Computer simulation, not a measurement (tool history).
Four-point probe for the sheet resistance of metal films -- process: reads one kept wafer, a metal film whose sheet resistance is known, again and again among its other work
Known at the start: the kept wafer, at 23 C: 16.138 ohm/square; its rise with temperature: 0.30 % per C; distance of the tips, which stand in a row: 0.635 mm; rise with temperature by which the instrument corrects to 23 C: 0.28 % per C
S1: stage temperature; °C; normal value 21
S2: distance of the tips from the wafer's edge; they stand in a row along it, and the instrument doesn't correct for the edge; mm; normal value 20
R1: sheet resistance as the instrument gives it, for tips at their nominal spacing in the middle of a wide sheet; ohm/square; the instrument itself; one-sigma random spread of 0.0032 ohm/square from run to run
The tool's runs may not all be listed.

| run | hour | S1 | S2 | R1 |
|---|---|---|---|---|
| 1 | 0 | 21 | 20 | 16.177697 |
| 2 | 59.7 | 21 | 20 | 16.187013 |
| 3 | 115.8 | 21 | 6 | 16.285065 |
| 4 | 154.1 | 21 | 6 | 16.28104 |
| 5 | 195.8 | 21 | 6 | 16.279784 |
| 6 | 248.6 | 21 | 20 | 16.205391 |
| 7 | 290.7 | 21 | 6 | 16.293283 |
| 8 | 321.5 | 21 | 6 | 16.293575 |
| 9 | 377.7 | 21 | 17 | 16.210251 |
| 10 | 411.2 | 23 | 17 | 16.217889 |
| 11 | 441.2 | 23 | 17 | 16.226288 |
| 12 | 493.9 | 26 | 17 | 16.239026 |
| 13 | 533.4 | 33 | 20 | 16.269514 |
| 14 | 567.6 | 28 | 20 | 16.248527 |
| 15 | 623.6 | 28 | 20 | 16.26127 |
| 16 | 679.9 | 28 | 20 | 16.263336 |
| 17 | 719.3 | 21 | 20 | 16.233877 |
| 18 | 782.6 | 21 | 20 | 16.234026 |
| 19 | 846.2 | 21 | 20 | 16.243844 |
| 20 | 906.2 | 21 | 20 | 16.250843 |
| 21 | 970 | 21 | 20 | 16.25338 |
| 22 | 1023.8 | 33 | 4 | 16.516056 |
| 23 | 1063.6 | 33 | 4 | 16.524238 |
| 24 | 1125.8 | 28 | 20 | 16.29365 |
| 25 | 1167 | 26 | 37 | 16.286571 |
| 26 | 1197.2 | 26 | 37 | 16.28464 |
| 27 | 1244.5 | 20 | 19 | 16.273024 |

For run 28, what comes out?
| 28 | 1276.7 | 31 | 4 | ? |

R1: 16.533403 ohm/square
Without the tool's hidden state the same run would have given R1 16.392754 ohm/square.
